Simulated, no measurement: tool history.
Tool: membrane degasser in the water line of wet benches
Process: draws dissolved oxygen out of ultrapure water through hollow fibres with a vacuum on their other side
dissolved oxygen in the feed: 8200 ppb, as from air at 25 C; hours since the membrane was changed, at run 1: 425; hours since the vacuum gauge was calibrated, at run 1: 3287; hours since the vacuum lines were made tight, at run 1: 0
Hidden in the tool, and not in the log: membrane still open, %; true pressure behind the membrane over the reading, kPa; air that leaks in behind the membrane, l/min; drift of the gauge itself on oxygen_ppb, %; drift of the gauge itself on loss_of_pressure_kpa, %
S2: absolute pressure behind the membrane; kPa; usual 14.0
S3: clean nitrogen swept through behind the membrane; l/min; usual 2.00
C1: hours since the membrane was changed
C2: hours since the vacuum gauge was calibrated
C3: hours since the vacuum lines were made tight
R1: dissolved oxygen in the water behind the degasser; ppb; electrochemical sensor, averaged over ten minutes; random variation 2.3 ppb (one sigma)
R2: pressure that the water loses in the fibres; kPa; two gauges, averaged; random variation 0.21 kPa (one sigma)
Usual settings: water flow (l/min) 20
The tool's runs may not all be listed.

{"run": 1, "hour": 0.0, "water flow (l/min)": 20, "S2": 14.0, "S3": 2.0, "C1": 425, "C2": 3287, "C3": 0, "R1": 310.3, "R2": 51.55}
{"run": 2, "hour": 65.3, "water flow (l/min)": 20, "S2": 14.0, "S3": 2.0, "C1": 490, "C2": 3352, "C3": 65, "R1": 305.4, "R2": 51.42}
{"run": 3, "hour": 97.9, "water flow (l/min)": 20, "S2": 14.0, "S3": 2.0, "C1": 523, "C2": 3385, "C3": 98, "R1": 304.6, "R2": 51.31}
{"run": 4, "hour": 149.5, "water flow (l/min)": 20, "S2": 14.0, "S3": 2.0, "C1": 574, "C2": 3437, "C3": 150, "R1": 301.7, "R2": 51.38}
{"run": 5, "hour": 205.5, "water flow (l/min)": 20, "S2": 14.0, "S3": 2.0, "C1": 630, "C2": 3493, "C3": 205, "R1": 308.0, "R2": 51.12}
{"run": 6, "hour": 244.6, "water flow (l/min)": 20, "S2": 14.0, "S3": 2.0, "C1": 669, "C2": 3532, "C3": 245, "R1": 303.4, "R2": 51.06}
{"run": 7, "hour": 310.9, "water flow (l/min)": 20, "S2": 14.0, "S3": 2.0, "C1": 736, "C2": 3598, "C3": 311, "R1": 306.0, "R2": 51.15}
{"run": 8, "hour": 379.5, "water flow (l/min)": 20, "S2": 26.1, "S3": 2.0, "C1": 804, "C2": 3667, "C3": 379, "R1": 560.1, "R2": 51.33}
{"run": 9, "hour": 441.2, "water flow (l/min)": 20, "S2": 14.0, "S3": 2.0, "C1": 866, "C2": 3728, "C3": 441, "R1": 306.9, "R2": 51.59}
{"hour": 445.1, "done": "vacuum gauge calibrated"}
{"run": 10, "hour": 489.7, "water flow (l/min)": 20, "S2": 14.0, "S3": 2.0, "C1": 914, "C2": 45, "C3": 489, "R1": 303.8, "R2": 50.84}
{"run": 11, "hour": 558.7, "water flow (l/min)": 20, "S2": 14.0, "S3": 2.0, "C1": 983, "C2": 114, "C3": 558, "R1": 306.3, "R2": 51.26}
{"run": 12, "hour": 587.1, "water flow (l/min)": 20, "S2": 14.0, "S3": 2.0, "C1": 1011, "C2": 142, "C3": 587, "R1": 308.6, "R2": 51.44}
{"hour": 627.8, "done": "vacuum gauge calibrated, once more"}
{"run": 13, "hour": 652.3, "water flow (l/min)": 17, "S2": 12.9, "S3": 2.0, "C1": 1076, "C2": 25, "C3": 651, "R1": 219.7, "R2": 43.36}
{"run": 14, "hour": 712.4, "water flow (l/min)": 20, "S2": 14.0, "S3": 0.94, "C1": 1136, "C2": 85, "C3": 711, "R1": 525.4, "R2": 51.01}
{"run": 15, "hour": 768.8, "water flow (l/min)": 23, "S2": 14.0, "S3": 3.09, "C1": 1192, "C2": 141, "C3": 768, "R1": 287.9, "R2": 59.24}
{"run": 16, "hour": 834.1, "water flow (l/min)": 23, "S2": 14.0, "S3": 3.09, "C1": 1258, "C2": 206, "C3": 833, "R1": 293.8, "R2": 58.5}
{"run": 17, "hour": 865.4, "water flow (l/min)": 23, "S2": 14.0, "S3": 3.09, "C1": 1289, "C2": 238, "C3": 864, "R1": 290.1, "R2": 59.33}
{"run": 18, "hour": 930.5, "water flow (l/min)": 16, "S2": 14.0, "S3": 3.09, "C1": 1354, "C2": 303, "C3": 929, "R1": 153.7, "R2": 40.94}
{"run": 19, "hour": 960.8, "water flow (l/min)": 25, "S2": 14.0, "S3": 1.96, "C1": 1385, "C2": 333, "C3": 960, "R1": 437.5, "R2": 64.29}
{"run": 20, "hour": 993.7, "water flow (l/min)": 25, "S2": 15.9, "S3": 3.44, "C1": 1417, "C2": 366, "C3": 993, "R1": 349.7, "R2": 64.09}
{"run": 21, "hour": 1062.2, "water flow (l/min)": 16, "S2": 17.0, "S3": 2.0, "C1": 1486, "C2": 434, "C3": 1061, "R1": 275.2, "R2": 41.03}
{"run": 22, "hour": 1107.0, "water flow (l/min)": 25, "S2": 14.0, "S3": 2.79, "C1": 1531, "C2": 479, "C3": 1106, "R1": 360.2, "R2": 64.41}

Forecast each of these 4 alternatives for the next run:
{"run": "A", "hour": 1161.0, "water flow (l/min)": 25, "S2": 9.0, "S3": 3.51, "C1": 1585, "C2": 533, "C3": 1160, "R1": "?", "R2": "?"}
{"run": "B", "hour": 1161.0, "water flow (l/min)": 20, "S2": 26.4, "S3": 0.82, "C1": 1585, "C2": 533, "C3": 1160, "R1": "?", "R2": "?"}
{"run": "C", "hour": 1161.0, "water flow (l/min)": 12, "S2": 12.3, "S3": 1.0, "C1": 1585, "C2": 533, "C3": 1160, "R1": "?", "R2": "?"}
{"run": "D", "hour": 1161.0, "water flow (l/min)": 18, "S2": 19.8, "S3": 0.91, "C1": 1585, "C2": 533, "C3": 1160, "R1": "?", "R2": "?"}

run=A R1=238.7 R2=64.45
run=B R1=1116.9 R2=51.38
run=C R1=250.5 R2=30.88
run=D R1=709.4 R2=46.55
Without the tool's hidden state the same runs would have given:
run=A R1=236.4 R2=64.14
run=B R1=1116.0 R2=51.13
run=C R1=250.7 R2=30.73
run=D R1=708.9 R2=46.33
